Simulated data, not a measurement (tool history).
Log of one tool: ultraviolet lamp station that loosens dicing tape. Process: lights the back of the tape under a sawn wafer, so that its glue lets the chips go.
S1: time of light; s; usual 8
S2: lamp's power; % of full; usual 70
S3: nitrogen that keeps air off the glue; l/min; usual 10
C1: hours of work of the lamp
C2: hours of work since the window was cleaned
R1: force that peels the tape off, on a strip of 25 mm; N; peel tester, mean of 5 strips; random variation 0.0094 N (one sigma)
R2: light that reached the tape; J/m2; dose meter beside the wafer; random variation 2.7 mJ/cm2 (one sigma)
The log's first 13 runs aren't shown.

run	day	S1	S2	S3	C1	C2	R1	R2
14	31.633	8	63	10	1157	255	0.486	3180
15	34.679	8	66	10	1208	306	0.437	3300
16	37.546	6	70	7	1257	355	0.781	2630
17	39.100	4	84	20	1283	381	0.687	2130
18	40.750	4	84	20	1311	409	0.672	2160
19	43.129	4	65	5	1351	449	1.634	1650
# day 44.150: lamp changed
20	44.867	4	65	5	12	478	1.656	1650
21	47.629	11	84	11	59	524	0.197	5820
# day 49.271: window cleaned of glue's vapour
22	49.646	11	83	11	93	6	0.205	5750
23	52.812	8	81	6	146	60	0.416	4100
24	54.908	8	81	6	182	95	0.436	4130
25	58.054	8	81	6	235	149	0.421	4070
26	59.467	4	78	10	259	172	1.026	2000
27	61.388	4	78	10	291	205	1.063	1980
28	63.571	8	71	9	328	242	0.425	3600
29	65.600	13	70	10	362	276	0.190	5800
30	67.871	13	70	10	401	315	0.216	5800

Forecast each of these 3 alternatives for the next run:
A	69.750	11	70	10	433	346	?	?
B	69.750	5	98	10	433	346	?	?
C	69.750	11	61	9	433	346	?	?

run	R1	R2
A	0.231	4870
B	0.515	3100
C	0.318	4220
Without the tool's hidden state the same runs would have given:
run	R1	R2
A	0.230	4880
B	0.513	3110
C	0.316	4240

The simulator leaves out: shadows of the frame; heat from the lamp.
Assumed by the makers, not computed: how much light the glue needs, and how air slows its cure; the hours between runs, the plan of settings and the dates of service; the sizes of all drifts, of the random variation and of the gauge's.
